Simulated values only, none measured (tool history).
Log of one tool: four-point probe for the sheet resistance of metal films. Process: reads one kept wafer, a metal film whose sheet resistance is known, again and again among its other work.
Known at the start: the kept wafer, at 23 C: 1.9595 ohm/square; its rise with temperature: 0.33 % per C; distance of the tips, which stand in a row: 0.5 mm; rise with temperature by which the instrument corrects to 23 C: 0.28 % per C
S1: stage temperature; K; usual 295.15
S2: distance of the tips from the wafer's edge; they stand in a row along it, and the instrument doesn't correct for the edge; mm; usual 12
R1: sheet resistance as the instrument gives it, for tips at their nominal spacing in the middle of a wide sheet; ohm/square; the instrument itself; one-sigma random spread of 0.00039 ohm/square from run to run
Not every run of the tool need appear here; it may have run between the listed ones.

run	day	S1	S2	R1
1	0	295.15	12	1.966766
2	0.446	295.15	7	1.970147
3	1.088	295.15	7	1.969656
4	1.488	295.15	7	1.969557
5	1.929	295.15	7	1.969738
6	2.517	295.15	7	1.970104
7	3.171	295.15	7	1.970994
8	3.842	295.15	7	1.970782
9	4.633	306.15	3	2.005058
10	5.142	306.15	3	2.005772
11	5.583	306.15	3	2.003721
12	5.996	306.15	3	2.003362
13	6.438	301.15	8	1.973547

The log once held 2 entries between its listed runs, left out of this copy. Where does each go, and what is different about the tool's unlogged condition between the listed run before it and the listed run after it?
After run 6, before run 7: stage's thermometer calibrated (day 2.592)
  inner tips' distance over the nominal, %: 0.248 -> 0.249; wafer's true temperature over the reading, C: 0.18 -> 0.28
  difference, measured minus the result without the unlogged condition, R1: +0.006436 -> +0.007095 ohm/square
After run 10, before run 11: stage's thermometer calibrated, once more (day 5.421)
  inner tips' distance over the nominal, %: 0.254 -> 0.255; wafer's true temperature over the reading, C: 0.29 -> -0.07
  difference, measured minus the result without the unlogged condition, R1: +0.007289 -> +0.005036 ohm/square

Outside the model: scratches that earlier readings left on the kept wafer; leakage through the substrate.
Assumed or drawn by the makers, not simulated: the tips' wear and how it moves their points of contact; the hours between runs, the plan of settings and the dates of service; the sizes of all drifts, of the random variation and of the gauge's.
